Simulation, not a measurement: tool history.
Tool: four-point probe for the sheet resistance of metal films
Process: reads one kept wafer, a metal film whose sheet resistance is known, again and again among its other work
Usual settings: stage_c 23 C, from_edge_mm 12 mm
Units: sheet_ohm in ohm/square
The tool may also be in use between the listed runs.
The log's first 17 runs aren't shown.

At hour 204: stage's thermometer calibrated.
Run 18, hour 209.7: usual settings but from_edge_mm 5 mm. Result: sheet_ohm 0.1008 ohm/square.
Run 19, hour 223.5: usual settings but stage_c 33 C. Result: sheet_ohm 0.09943 ohm/square.
Run 20, hour 234.3: usual settings but stage_c 33 C. Result: sheet_ohm 0.099403 ohm/square.
Run 21, hour 249: usual settings but stage_c 33 C. Result: sheet_ohm 0.09943 ohm/square.
Run 22, hour 261.5: usual settings. Result: sheet_ohm 0.099077 ohm/square.
Run 23, hour 279.2: usual settings. Result: sheet_ohm 0.099088 ohm/square.
Run 24, hour 291.1: usual settings but from_edge_mm 14 mm. Result: sheet_ohm 0.098978 ohm/square.
Run 25, hour 303.5: usual settings but from_edge_mm 14 mm. Result: sheet_ohm 0.098984 ohm/square.
Run 26, hour 317.4: usual settings but from_edge_mm 33 mm. Result: sheet_ohm 0.098765 ohm/square.
Run 27, hour 330.8: usual settings but from_edge_mm 33 mm. Result: sheet_ohm 0.098766 ohm/square.
Run 28, hour 338.7: usual settings but stage_c 26 C, from_edge_mm 27 mm. Result: sheet_ohm 0.0989 ohm/square.
Run 29, hour 355.2: usual settings but stage_c 26 C, from_edge_mm 27 mm. Result: sheet_ohm 0.098885 ohm/square.
Run 30, hour 369.6: usual settings but stage_c 26 C, from_edge_mm 62 mm. Result: sheet_ohm 0.098815 ohm/square.
Run 31, hour 385.7: usual settings but stage_c 26 C, from_edge_mm 62 mm. Result: sheet_ohm 0.098843 ohm/square.
Run 32, hour 396.9: usual settings but stage_c 34 C, from_edge_mm 14 mm. Result: sheet_ohm 0.099353 ohm/square.
Run 33, hour 415.2: usual settings but from_edge_mm 55 mm. Result: sheet_ohm 0.098739 ohm/square.
Run 34, hour 431.8: usual settings but from_edge_mm 4 mm. Result: sheet_ohm 0.101933 ohm/square.
Run 35, hour 444.5: usual settings but stage_c 26 C, from_edge_mm 8 mm. Result: sheet_ohm 0.099636 ohm/square.
Run 36, hour 459.6: usual settings but stage_c 24 C, from_edge_mm 43 mm. Result: sheet_ohm 0.098787 ohm/square.
Run 37, hour 470.3: usual settings but stage_c 20 C, from_edge_mm 14 mm. Result: sheet_ohm 0.098885 ohm/square.
Run 38, hour 478.6: usual settings but stage_c 32 C, from_edge_mm 10 mm. Result: sheet_ohm 0.099575 ohm/square.
Run 39, hour 489.6: usual settings but stage_c 32 C, from_edge_mm 10 mm. Result: sheet_ohm 0.099559 ohm/square.
Run 40, hour 507: usual settings but stage_c 32 C, from_edge_mm 10 mm. Result: sheet_ohm 0.09955 ohm/square.
Run 41, hour 516.4: usual settings but stage_c 32 C, from_edge_mm 10 mm. Result: sheet_ohm 0.099548 ohm/square.
Run 42, hour 533.7: usual settings but stage_c 19 C, from_edge_mm 8 mm. Result: sheet_ohm 0.099408 ohm/square.

Forecast run 43:
Run 43, hour 548.9: usual settings but stage_c 30 C, from_edge_mm 69 mm. Result: sheet_ohm ?.

{"run 43": {"sheet_ohm": 0.09896}}
Without the tool's hidden state the same run would have given sheet_ohm 0.098946 ohm/square.

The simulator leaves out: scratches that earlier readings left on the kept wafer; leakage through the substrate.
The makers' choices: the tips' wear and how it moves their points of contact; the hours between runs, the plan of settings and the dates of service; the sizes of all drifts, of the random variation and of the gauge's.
